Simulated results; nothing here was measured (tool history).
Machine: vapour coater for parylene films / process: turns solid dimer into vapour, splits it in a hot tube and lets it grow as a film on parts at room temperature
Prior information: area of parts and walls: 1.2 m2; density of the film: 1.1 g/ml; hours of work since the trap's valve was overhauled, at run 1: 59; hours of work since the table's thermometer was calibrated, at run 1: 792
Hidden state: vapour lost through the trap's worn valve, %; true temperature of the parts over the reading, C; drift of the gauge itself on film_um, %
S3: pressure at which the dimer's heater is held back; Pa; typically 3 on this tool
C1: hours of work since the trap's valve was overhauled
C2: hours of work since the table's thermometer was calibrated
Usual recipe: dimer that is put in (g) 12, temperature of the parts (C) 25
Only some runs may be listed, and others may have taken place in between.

Run 1, day 0: usual settings; C1 59; C2 792. Result: thickness of the film (um) 6.06.
Run 2, day 1.554: usual settings; C1 79; C2 813. Result: thickness of the film (um) 6.03.
At day 1.708: table's thermometer calibrated.
Run 3, day 3.758: usual settings but temperature of the parts (C) 27; C1 108; C2 27. Result: thickness of the film (um) 5.62.
Run 4, day 4.825: usual settings but temperature of the parts (C) 27; C1 122; C2 41. Result: thickness of the film (um) 5.56.
Run 5, day 6.233: usual settings but temperature of the parts (C) 24; C1 140; C2 60. Result: thickness of the film (um) 5.93.
At day 6.521: trap's valve overhauled.
Run 6, day 7.329: usual settings but dimer that is put in (g) 16; C1 11; C2 72. Result: thickness of the film (um) 7.57.
Run 7, day 8.538: usual settings but dimer that is put in (g) 6; C1 27; C2 88. Result: thickness of the film (um) 2.82.
At day 9.842: trap's valve overhauled, once more.
Run 8, day 10.792: usual settings but dimer that is put in (g) 6; C1 13; C2 115. Result: thickness of the film (um) 2.97.

Expected results for the next run?
Run 9, day 12.338: usual settings but dimer that is put in (g) 11; C1 33; C2 136. Result: thickness of the film (um) ?.

Run 9 yielded thickness of the film (um) 5.4.
The same run, on a tool lacking any hidden state, would have yielded thickness of the film (um) 5.52.

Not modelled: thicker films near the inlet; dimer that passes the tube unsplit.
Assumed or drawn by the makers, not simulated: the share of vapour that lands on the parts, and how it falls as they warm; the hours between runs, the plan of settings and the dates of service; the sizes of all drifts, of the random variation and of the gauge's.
